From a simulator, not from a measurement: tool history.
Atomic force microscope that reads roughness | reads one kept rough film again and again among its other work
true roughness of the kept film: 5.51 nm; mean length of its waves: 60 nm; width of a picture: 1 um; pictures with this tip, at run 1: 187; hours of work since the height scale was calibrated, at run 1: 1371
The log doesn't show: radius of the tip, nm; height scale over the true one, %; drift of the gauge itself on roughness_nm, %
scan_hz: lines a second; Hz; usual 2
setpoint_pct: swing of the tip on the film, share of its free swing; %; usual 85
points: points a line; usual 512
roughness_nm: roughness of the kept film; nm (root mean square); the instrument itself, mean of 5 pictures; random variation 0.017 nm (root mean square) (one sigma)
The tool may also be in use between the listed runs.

run     day  scan_hz  setpoint_pct  points  pictures with this tip  hours of work since the height scale was calibrated  roughness_nm
  1       0        2            85     512                     187                                                 1371         3.769
      1.312  -- new tip fitted
  2   1.671     0.65            85     512                      16                                                 1399         4.708
  3   4.371     0.65            82     512                     140                                                 1444         4.566
  4   5.967        2            85     512                     213                                                 1471         3.733
      6.758  -- new tip fitted
  5   7.638        2            85     512                      40                                                 1499          4.01
  6     9.1        2            85     512                     107                                                 1524         3.877
  7  10.821     2.11            85     512                     186                                                 1553         3.725
     12.183  -- new tip fitted
  8  13.312     1.28            85     512                      52                                                 1594         4.307
  9   16.15     1.28            85     710                     182                                                 1642         4.099
 10  17.396        2            72     512                     239                                                 1663          4.16
     17.642  -- new tip fitted
 11  19.812        2            72     512                      99                                                 1703         4.346
 12  22.158        2            85     512                     207                                                 1743         3.732
     23.267  -- new tip fitted
 13  23.325        2            74     512                       3                                                 1762         4.457
 14   25.55        2            85     384                     105                                                 1799         3.868
 15  28.079        2            85     384                     221                                                 1842         3.668
       28.7  -- new tip fitted
 16  29.817        2            85     384                      52                                                 1871         3.921
 17  31.192        2            79     384                     115                                                 1894         4.059
 18  33.183        2            79     384                     206                                                 1927         3.965
     34.108  -- new tip fitted
 19  35.029        2            79     384                      42                                                 1958         4.179
 20    36.6     2.75            85     512                     115                                                 1984         3.553
 21  39.421     2.75            85     512                     244                                                 2032         3.402
     39.575  -- new tip fitted
 22  41.221     2.75            85     512                      75                                                 2062           3.6
 23  42.388     2.75            85     512                     129                                                 2081         3.503
 24  44.508     2.75            85     512                     226                                                 2117         3.426
     44.996  -- new tip fitted
 25  46.125     2.75            85     512                      52                                                 2144         3.584
 26  47.546     3.19            84     278                     117                                                 2168         3.414
     48.804  -- height scale calibrated on a step standard
 27  49.038     0.63            84     465                     184                                                    4         4.515
     50.429  -- new tip fitted
 28  50.442     1.54            78     493                       0                                                   27         4.556
 29  53.204     1.54            78     493                     127                                                   74         4.339
 30  54.842     1.54            78     493                     202                                                  101         4.227
       55.9  -- new tip fitted
 31  56.483     0.73            65     512                      27                                                  128          5.04
 32   59.25        2            85     613                     154                                                  175         3.871
 33  60.692        2            85     478                     220                                                  199         3.744
     61.304  -- new tip fitted
 34  63.067     1.29            69     323                      81                                                  239          4.71
 35  64.367     1.29            69     323                     140                                                  261         4.614
 36  65.808     1.42            88     512                     207                                                  285         3.982
     66.746  -- new tip fitted
 37  68.283     1.42            88     512                      71                                                  326         4.135
 38  69.692     1.42            88     512                     136                                                  350         4.042
 39   70.95     1.42            88     512                     193                                                  371         3.973
     72.312  -- new tip fitted
 40  72.742     3.74            57     512                      19                                                  401         4.676
 41  74.104     3.74            57     512                      82                                                  424         4.586
 42  75.279     3.74            57     512                     136                                                  444         4.486
     77.775  -- new tip fitted
 43  77.796     1.87            69     424                       1                                                  486         4.732
 44  79.358     1.87            69     424                      73                                                  512          4.56
 45  82.088     1.87            69     424                     198                                                  558         4.415
     83.296  -- new tip fitted
 46  83.896     3.07            60     925                      28                                                  588         4.706
 47   85.95     3.07            60     925                     122                                                  622         4.528
 48  87.817        2            86     290                     207                                                  654         3.736
     88.688  -- new tip fitted
 49  89.421      3.7            68     284                      34                                                  680         4.257
 50  91.783     2.61            65     267                     142                                                  720         4.385

How the hidden state differs across the entries between the runs, from the last listed run before each to the first after it:
Between runs 1 and 2: new tip fitted (day 1.312)
  radius of the tip, nm: 19 -> 8.6; height scale over the true one, %: -1.4 -> -1.43
  measured less the result without the state, roughness_nm: -0.319 -> -0.114 nm (root mean square)
Between runs 4 and 5: new tip fitted (day 6.758)
  radius of the tip, nm: 21.3 -> 9.8; height scale over the true one, %: -1.51 -> -1.54
  measured less the result without the state, roughness_nm: -0.37 -> -0.129 nm (root mean square)
Between runs 7 and 8: new tip fitted (day 12.183)
  radius of the tip, nm: 19.4 -> 10.5; height scale over the true one, %: -1.6 -> -1.64
  measured less the result without the state, roughness_nm: -0.331 -> -0.16 nm (root mean square)
Between runs 10 and 11: new tip fitted (day 17.642)
  radius of the tip, nm: 23 -> 13; height scale over the true one, %: -1.71 -> -1.75
  measured less the result without the state, roughness_nm: -0.466 -> -0.232 nm (root mean square)
Between runs 12 and 13: new tip fitted (day 23.267)
  radius of the tip, nm: 20.3 -> 7.7; height scale over the true one, %: -1.79 -> -1.82
  measured less the result without the state, roughness_nm: -0.361 -> -0.101 nm (root mean square)
Between runs 15 and 16: new tip fitted (day 28.7)
  radius of the tip, nm: 21.7 -> 10.3; height scale over the true one, %: -1.9 -> -1.93
  measured less the result without the state, roughness_nm: -0.391 -> -0.155 nm (root mean square)
Between runs 18 and 19: new tip fitted (day 34.108)
  radius of the tip, nm: 20.5 -> 9.6; height scale over the true one, %: -1.99 -> -2.02
  measured less the result without the state, roughness_nm: -0.395 -> -0.15 nm (root mean square)
Between runs 21 and 22: new tip fitted (day 39.575)
  radius of the tip, nm: 22.3 -> 12.8; height scale over the true one, %: -2.09 -> -2.12
  measured less the result without the state, roughness_nm: -0.381 -> -0.202 nm (root mean square)
Between runs 24 and 25: new tip fitted (day 44.996)
  radius of the tip, nm: 22.1 -> 11.6; height scale over the true one, %: -2.18 -> -2.21
  measured less the result without the state, roughness_nm: -0.384 -> -0.178 nm (root mean square)
Between runs 26 and 27: height scale calibrated on a step standard (day 48.804)
  radius of the tip, nm: 15.9 -> 20.7; height scale over the true one, %: -2.24 -> 0
  measured less the result without the state, roughness_nm: -0.26 -> -0.357 nm (root mean square)
Between runs 27 and 28: new tip fitted (day 50.429)
  radius of the tip, nm: 20.7 -> 7.1; height scale over the true one, %: 0 -> -0.02
  measured less the result without the state, roughness_nm: -0.357 -> -0.005 nm (root mean square)
Between runs 30 and 31: new tip fitted (day 55.9)
  radius of the tip, nm: 19.8 -> 9; height scale over the true one, %: -0.1 -> -0.13
  measured less the result without the state, roughness_nm: -0.318 -> -0.066 nm (root mean square)
Between runs 33 and 34: new tip fitted (day 61.304)
  radius of the tip, nm: 21.2 -> 12; height scale over the true one, %: -0.2 -> -0.24
  measured less the result without the state, roughness_nm: -0.318 -> -0.148 nm (root mean square)
Between runs 36 and 37: new tip fitted (day 66.746)
  radius of the tip, nm: 20 -> 12.1; height scale over the true one, %: -0.29 -> -0.34
  measured less the result without the state, roughness_nm: -0.311 -> -0.137 nm (root mean square)
Between runs 39 and 40: new tip fitted (day 72.312)
  radius of the tip, nm: 19.9 -> 8.8; height scale over the true one, %: -0.39 -> -0.42
  measured less the result without the state, roughness_nm: -0.313 -> -0.068 nm (root mean square)
Between runs 42 and 43: new tip fitted (day 77.775)
  radius of the tip, nm: 16.4 -> 7.3; height scale over the true one, %: -0.47 -> -0.51
  measured less the result without the state, roughness_nm: -0.269 -> -0.033 nm (root mean square)
Between runs 45 and 46: new tip fitted (day 83.296)
  radius of the tip, nm: 19.7 -> 8.7; height scale over the true one, %: -0.59 -> -0.62
  measured less the result without the state, roughness_nm: -0.352 -> -0.077 nm (root mean square)
Between runs 48 and 49: new tip fitted (day 88.688)
  radius of the tip, nm: 19.8 -> 9.3; height scale over the true one, %: -0.69 -> -0.71
  measured less the result without the state, roughness_nm: -0.306 -> -0.087 nm (root mean square)

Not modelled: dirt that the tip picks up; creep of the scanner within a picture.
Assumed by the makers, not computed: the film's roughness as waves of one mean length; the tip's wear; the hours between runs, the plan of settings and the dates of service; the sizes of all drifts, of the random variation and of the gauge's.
